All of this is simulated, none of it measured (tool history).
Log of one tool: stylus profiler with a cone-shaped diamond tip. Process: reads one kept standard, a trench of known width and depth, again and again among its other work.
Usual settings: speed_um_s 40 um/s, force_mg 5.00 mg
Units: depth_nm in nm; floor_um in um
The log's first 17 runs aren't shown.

{"run": 18, "hour": 1247.5, "speed_um_s": 40, "force_mg": 14.15, "depth_nm": 1016.96, "floor_um": 26.1}
{"run": 19, "hour": 1343.8, "speed_um_s": 40, "force_mg": 14.15, "depth_nm": 1017.02, "floor_um": 26.12}
{"run": 20, "hour": 1401.4, "speed_um_s": 122, "force_mg": 5.0, "depth_nm": 1007.23, "floor_um": 25.84}
{"run": 21, "hour": 1469.6, "speed_um_s": 103, "force_mg": 2.9, "depth_nm": 1004.62, "floor_um": 25.8}
{"run": 22, "hour": 1532.4, "speed_um_s": 25, "force_mg": 4.95, "depth_nm": 1007.31, "floor_um": 26.0}
{"run": 23, "hour": 1600.7, "speed_um_s": 81, "force_mg": 5.0, "depth_nm": 1007.26, "floor_um": 25.82}
{"run": 24, "hour": 1654.8, "speed_um_s": 16, "force_mg": 14.11, "depth_nm": 1016.67, "floor_um": 25.96}
{"run": 25, "hour": 1710.2, "speed_um_s": 158, "force_mg": 1.94, "depth_nm": 1002.67, "floor_um": 25.43}
{"run": 26, "hour": 1812.4, "speed_um_s": 21, "force_mg": 5.13, "depth_nm": 1006.89, "floor_um": 25.86}
{"run": 27, "hour": 1892.0, "speed_um_s": 124, "force_mg": 6.82, "depth_nm": 1008.64, "floor_um": 25.63}
{"run": 28, "hour": 1974.0, "speed_um_s": 14, "force_mg": 1.74, "depth_nm": 1001.48, "floor_um": 25.76}
{"run": 29, "hour": 2075.5, "speed_um_s": 14, "force_mg": 1.74, "depth_nm": 1001.65, "floor_um": 25.67}
{"run": 30, "hour": 2132.3, "speed_um_s": 14, "force_mg": 1.74, "depth_nm": 1001.48, "floor_um": 25.69}
{"run": 31, "hour": 2210.2, "speed_um_s": 47, "force_mg": 3.13, "depth_nm": 1003.57, "floor_um": 25.54}
{"run": 32, "hour": 2296.4, "speed_um_s": 47, "force_mg": 3.13, "depth_nm": 1003.44, "floor_um": 25.52}
{"run": 33, "hour": 2400.4, "speed_um_s": 47, "force_mg": 3.13, "depth_nm": 1003.64, "floor_um": 25.44}
{"hour": 2410.4, "done": "height scale calibrated on a step standard"}
{"run": 34, "hour": 2465.1, "speed_um_s": 47, "force_mg": 3.13, "depth_nm": 1006.57, "floor_um": 25.44}
{"run": 35, "hour": 2518.8, "speed_um_s": 17, "force_mg": 3.13, "depth_nm": 1007.01, "floor_um": 25.53}
{"run": 36, "hour": 2623.1, "speed_um_s": 22, "force_mg": 5.0, "depth_nm": 1008.97, "floor_um": 25.49}
{"run": 37, "hour": 2687.5, "speed_um_s": 22, "force_mg": 5.0, "depth_nm": 1008.82, "floor_um": 25.36}
{"run": 38, "hour": 2789.6, "speed_um_s": 11, "force_mg": 5.57, "depth_nm": 1009.85, "floor_um": 25.39}

Run 39 comes next. What will it give?
{"run": 39, "hour": 2880.3, "speed_um_s": 11, "force_mg": 7.17, "depth_nm": "?", "floor_um": "?"}

Run 39 gave depth_nm 1011.35 nm, floor_um 25.36 um.
Without the tool's hidden state the same run would have given depth_nm 1012.06 nm, floor_um 26.54 um.
